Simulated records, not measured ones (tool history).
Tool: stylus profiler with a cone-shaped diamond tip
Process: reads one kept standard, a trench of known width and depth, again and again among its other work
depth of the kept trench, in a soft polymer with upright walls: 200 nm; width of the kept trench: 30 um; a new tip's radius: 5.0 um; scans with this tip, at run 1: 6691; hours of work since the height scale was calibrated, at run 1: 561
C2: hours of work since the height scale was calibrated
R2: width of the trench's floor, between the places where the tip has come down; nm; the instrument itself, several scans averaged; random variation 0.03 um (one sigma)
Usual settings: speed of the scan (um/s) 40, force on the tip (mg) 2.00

run 1 hour=0.0 | speed_of_the_scan_(um/s)=40 force_on_the_tip_(mg)=2.00 | scans_with_this_tip=6691 C2=561 | depth_of_the_trench_(nm)=200.85 R2=26560
run 2 hour=47.8 | speed_of_the_scan_(um/s)=40 force_on_the_tip_(mg)=2.00 | scans_with_this_tip=7012 C2=588 | depth_of_the_trench_(nm)=200.81 R2=26540
run 3 hour=87.2 | speed_of_the_scan_(um/s)=40 force_on_the_tip_(mg)=2.00 | scans_with_this_tip=7277 C2=610 | depth_of_the_trench_(nm)=200.89 R2=26550
run 4 hour=129.6 | speed_of_the_scan_(um/s)=17 force_on_the_tip_(mg)=2.00 | scans_with_this_tip=7563 C2=634 | depth_of_the_trench_(nm)=200.72 R2=26590
run 5 hour=163.2 | speed_of_the_scan_(um/s)=17 force_on_the_tip_(mg)=0.86 | scans_with_this_tip=7789 C2=653 | depth_of_the_trench_(nm)=200.21 R2=26590
run 6 hour=197.0 | speed_of_the_scan_(um/s)=40 force_on_the_tip_(mg)=1.28 | scans_with_this_tip=8016 C2=672 | depth_of_the_trench_(nm)=200.40 R2=26530
run 7 hour=243.8 | speed_of_the_scan_(um/s)=40 force_on_the_tip_(mg)=1.28 | scans_with_this_tip=8331 C2=699 | depth_of_the_trench_(nm)=200.55 R2=26440
run 8 hour=291.1 | speed_of_the_scan_(um/s)=40 force_on_the_tip_(mg)=1.28 | scans_with_this_tip=8649 C2=725 | depth_of_the_trench_(nm)=200.36 R2=26450
run 9 hour=320.0 | speed_of_the_scan_(um/s)=40 force_on_the_tip_(mg)=1.28 | scans_with_this_tip=8844 C2=742 | depth_of_the_trench_(nm)=200.29 R2=26410
run 10 hour=360.1 | speed_of_the_scan_(um/s)=25 force_on_the_tip_(mg)=1.28 | scans_with_this_tip=9113 C2=764 | depth_of_the_trench_(nm)=200.29 R2=26480
run 11 hour=382.5 | speed_of_the_scan_(um/s)=25 force_on_the_tip_(mg)=1.28 | scans_with_this_tip=9264 C2=777 | depth_of_the_trench_(nm)=200.43 R2=26460
run 12 hour=414.1 | speed_of_the_scan_(um/s)=25 force_on_the_tip_(mg)=1.28 | scans_with_this_tip=9477 C2=795 | depth_of_the_trench_(nm)=200.33 R2=26460
run 13 hour=436.5 | speed_of_the_scan_(um/s)=18 force_on_the_tip_(mg)=2.00 | scans_with_this_tip=9627 C2=807 | depth_of_the_trench_(nm)=200.58 R2=26470
run 14 hour=476.6 | speed_of_the_scan_(um/s)=18 force_on_the_tip_(mg)=2.00 | scans_with_this_tip=9897 C2=830 | depth_of_the_trench_(nm)=200.63 R2=26380
run 15 hour=510.3 | speed_of_the_scan_(um/s)=40 force_on_the_tip_(mg)=2.00 | scans_with_this_tip=10124 C2=849 | depth_of_the_trench_(nm)=200.62 R2=26320
run 16 hour=535.6 | speed_of_the_scan_(um/s)=40 force_on_the_tip_(mg)=2.00 | scans_with_this_tip=10294 C2=863 | depth_of_the_trench_(nm)=200.65 R2=26330
run 17 hour=579.2 | speed_of_the_scan_(um/s)=32 force_on_the_tip_(mg)=2.00 | scans_with_this_tip=10587 C2=888 | depth_of_the_trench_(nm)=200.67 R2=26400
-- hour=583.2 height scale calibrated on a step standard
run 18 hour=627.3 | speed_of_the_scan_(um/s)=32 force_on_the_tip_(mg)=1.66 | scans_with_this_tip=10907 C2=25 | depth_of_the_trench_(nm)=200.49 R2=26340
run 19 hour=658.5 | speed_of_the_scan_(um/s)=32 force_on_the_tip_(mg)=1.66 | scans_with_this_tip=11118 C2=42 | depth_of_the_trench_(nm)=200.20 R2=26320
run 20 hour=681.8 | speed_of_the_scan_(um/s)=32 force_on_the_tip_(mg)=1.66 | scans_with_this_tip=11274 C2=56 | depth_of_the_trench_(nm)=200.28 R2=26310
run 21 hour=719.8 | speed_of_the_scan_(um/s)=32 force_on_the_tip_(mg)=1.66 | scans_with_this_tip=11529 C2=77 | depth_of_the_trench_(nm)=200.09 R2=26260
run 22 hour=739.9 | speed_of_the_scan_(um/s)=32 force_on_the_tip_(mg)=1.27 | scans_with_this_tip=11665 C2=88 | depth_of_the_trench_(nm)=199.98 R2=26260
-- hour=749.1 height scale calibrated on a step standard, once more
run 23 hour=776.8 | speed_of_the_scan_(um/s)=59 force_on_the_tip_(mg)=1.27 | scans_with_this_tip=11910 C2=16 | depth_of_the_trench_(nm)=201.20 R2=26150
run 24 hour=815.4 | speed_of_the_scan_(um/s)=59 force_on_the_tip_(mg)=1.27 | scans_with_this_tip=12170 C2=37 | depth_of_the_trench_(nm)=201.03 R2=26160
run 25 hour=844.0 | speed_of_the_scan_(um/s)=154 force_on_the_tip_(mg)=2.41 | scans_with_this_tip=12362 C2=54 | depth_of_the_trench_(nm)=201.69 R2=25880
run 26 hour=867.8 | speed_of_the_scan_(um/s)=154 force_on_the_tip_(mg)=2.41 | scans_with_this_tip=12522 C2=67 | depth_of_the_trench_(nm)=201.67 R2=25990
run 27 hour=899.5 | speed_of_the_scan_(um/s)=11 force_on_the_tip_(mg)=5.90 | scans_with_this_tip=12735 C2=85 | depth_of_the_trench_(nm)=202.86 R2=26280
run 28 hour=922.1 | speed_of_the_scan_(um/s)=121 force_on_the_tip_(mg)=1.57 | scans_with_this_tip=12887 C2=98 | depth_of_the_trench_(nm)=201.25 R2=25930
run 29 hour=957.6 | speed_of_the_scan_(um/s)=11 force_on_the_tip_(mg)=0.92 | scans_with_this_tip=13126 C2=118 | depth_of_the_trench_(nm)=201.02 R2=26250
run 30 hour=992.4 | speed_of_the_scan_(um/s)=14 force_on_the_tip_(mg)=0.74 | scans_with_this_tip=13360 C2=137 | depth_of_the_trench_(nm)=200.68 R2=26160
run 31 hour=1025.7 | speed_of_the_scan_(um/s)=147 force_on_the_tip_(mg)=0.74 | scans_with_this_tip=13584 C2=156 | depth_of_the_trench_(nm)=200.59 R2=25530
run 32 hour=1067.3 | speed_of_the_scan_(um/s)=147 force_on_the_tip_(mg)=0.74 | scans_with_this_tip=13864 C2=179 | depth_of_the_trench_(nm)=200.49 R2=25540
run 33 hour=1087.3 | speed_of_the_scan_(um/s)=18 force_on_the_tip_(mg)=0.71 | scans_with_this_tip=13999 C2=191 | depth_of_the_trench_(nm)=200.54 R2=26200
run 34 hour=1115.8 | speed_of_the_scan_(um/s)=18 force_on_the_tip_(mg)=0.71 | scans_with_this_tip=14190 C2=207 | depth_of_the_trench_(nm)=200.56 R2=26140
run 35 hour=1155.6 | speed_of_the_scan_(um/s)=18 force_on_the_tip_(mg)=0.71 | scans_with_this_tip=14458 C2=229 | depth_of_the_trench_(nm)=200.40 R2=26170
run 36 hour=1191.8 | speed_of_the_scan_(um/s)=67 force_on_the_tip_(mg)=5.36 | scans_with_this_tip=14702 C2=250 | depth_of_the_trench_(nm)=202.43 R2=26070
run 37 hour=1230.5 | speed_of_the_scan_(um/s)=67 force_on_the_tip_(mg)=5.36 | scans_with_this_tip=14962 C2=272 | depth_of_the_trench_(nm)=202.43 R2=26090
run 38 hour=1265.4 | speed_of_the_scan_(um/s)=67 force_on_the_tip_(mg)=5.36 | scans_with_this_tip=15197 C2=291 | depth_of_the_trench_(nm)=202.46 R2=26070
run 39 hour=1288.3 | speed_of_the_scan_(um/s)=67 force_on_the_tip_(mg)=5.36 | scans_with_this_tip=15351 C2=304 | depth_of_the_trench_(nm)=202.48 R2=26030
run 40 hour=1328.1 | speed_of_the_scan_(um/s)=142 force_on_the_tip_(mg)=2.00 | scans_with_this_tip=15619 C2=327 | depth_of_the_trench_(nm)=201.17 R2=25770
run 41 hour=1353.3 | speed_of_the_scan_(um/s)=40 force_on_the_tip_(mg)=2.41 | scans_with_this_tip=15788 C2=341 | depth_of_the_trench_(nm)=201.34 R2=26000
run 42 hour=1372.6 | speed_of_the_scan_(um/s)=62 force_on_the_tip_(mg)=2.51 | scans_with_this_tip=15918 C2=352 | depth_of_the_trench_(nm)=201.24 R2=25980
run 43 hour=1392.1 | speed_of_the_scan_(um/s)=55 force_on_the_tip_(mg)=2.95 | scans_with_this_tip=16049 C2=363 | depth_of_the_trench_(nm)=201.40 R2=26030
run 44 hour=1427.7 | speed_of_the_scan_(um/s)=55 force_on_the_tip_(mg)=2.95 | scans_with_this_tip=16289 C2=383 | depth_of_the_trench_(nm)=201.39 R2=26000
run 45 hour=1461.8 | speed_of_the_scan_(um/s)=55 force_on_the_tip_(mg)=2.95 | scans_with_this_tip=16518 C2=402 | depth_of_the_trench_(nm)=201.41 R2=25970
run 46 hour=1494.3 | speed_of_the_scan_(um/s)=58 force_on_the_tip_(mg)=2.64 | scans_with_this_tip=16737 C2=420 | depth_of_the_trench_(nm)=201.54 R2=25990

Hidden state at the last listed run before each entry between runs and at the first one after, where it differs:
Between runs 17 and 18: height scale calibrated on a step standard (hour 583.2)
  radius of the tip, um: 7.98 -> 8.08; height scale over the true one, %: -0.377 -> -0.509
  measured less the result without the state, depth of the trench (nm): -0.75 -> -1.02; R2: -750 -> -770 nm
Between runs 22 and 23: height scale calibrated on a step standard, once more (hour 749.1)
  radius of the tip, um: 8.28 -> 8.35; height scale over the true one, %: -0.539 -> 0.027
  measured less the result without the state, depth of the trench (nm): -1.08 -> +0.05; R2: -810 -> -830 nm
